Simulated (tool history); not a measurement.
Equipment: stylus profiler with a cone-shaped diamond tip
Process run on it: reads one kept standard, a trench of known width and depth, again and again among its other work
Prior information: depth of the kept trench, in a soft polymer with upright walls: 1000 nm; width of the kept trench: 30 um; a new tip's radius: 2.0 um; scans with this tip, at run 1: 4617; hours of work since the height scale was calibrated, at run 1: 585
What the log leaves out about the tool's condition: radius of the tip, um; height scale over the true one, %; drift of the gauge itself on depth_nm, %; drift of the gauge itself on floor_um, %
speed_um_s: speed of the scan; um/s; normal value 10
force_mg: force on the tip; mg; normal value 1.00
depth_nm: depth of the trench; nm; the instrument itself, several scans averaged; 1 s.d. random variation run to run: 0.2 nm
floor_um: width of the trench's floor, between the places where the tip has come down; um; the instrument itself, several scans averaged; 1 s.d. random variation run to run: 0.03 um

run,hour,speed_um_s,force_mg,scans with this tip,hours of work since the height scale was calibrated,depth_nm,floor_um
1,0.0,10,1.00,4617,585,1009.38,25.50
2,14.8,14,1.00,4682,593,1009.84,25.42
3,32.1,10,1.00,4758,603,1009.27,25.42
4,54.9,10,1.00,4859,616,1009.08,25.47
5,70.7,10,1.00,4928,624,1009.02,25.43
6,85.9,10,1.00,4995,633,1009.37,25.38
7,100.6,10,1.00,5060,641,1009.45,25.35
8,119.2,10,1.00,5141,651,1009.73,25.41
9,145.1,10,1.17,5255,666,1009.87,25.37
10,173.5,10,1.17,5380,682,1010.14,25.31
11,202.9,21,1.00,5509,698,1009.57,25.22
12,229.4,30,0.53,5626,713,1006.62,25.14
# hour 233.0: height scale calibrated on a step standard
13,262.1,19,1.55,5767,16,1012.11,25.31
14,286.9,12,0.58,5876,30,1007.66,25.19
15,316.0,20,0.58,6004,46,1007.47,25.13
16,341.8,4,1.06,6118,61,1010.51,25.22
# hour 362.5: height scale calibrated on a step standard, once more
17,362.5,33,0.45,6206,0,1004.11,24.93
18,394.0,28,2.25,6345,18,1012.67,25.12
19,426.5,5,2.25,6487,36,1012.56,25.20

Here are 3 independent what-if runs from the current tool condition. What would each one return?
A,446.2,21,1.12,6574,47,?,?
B,446.2,4,2.68,6574,47,?,?
C,446.2,10,0.46,6574,47,?,?

run,depth_nm,floor_um
A,1008.54,25.05
B,1014.35,25.19
C,1004.28,25.19
The same runs, with their run-to-run variation unchanged, on a tool lacking any hidden condition would have given:
run,depth_nm,floor_um
A,1008.64,26.37
B,1014.45,26.51
C,1004.37,26.52
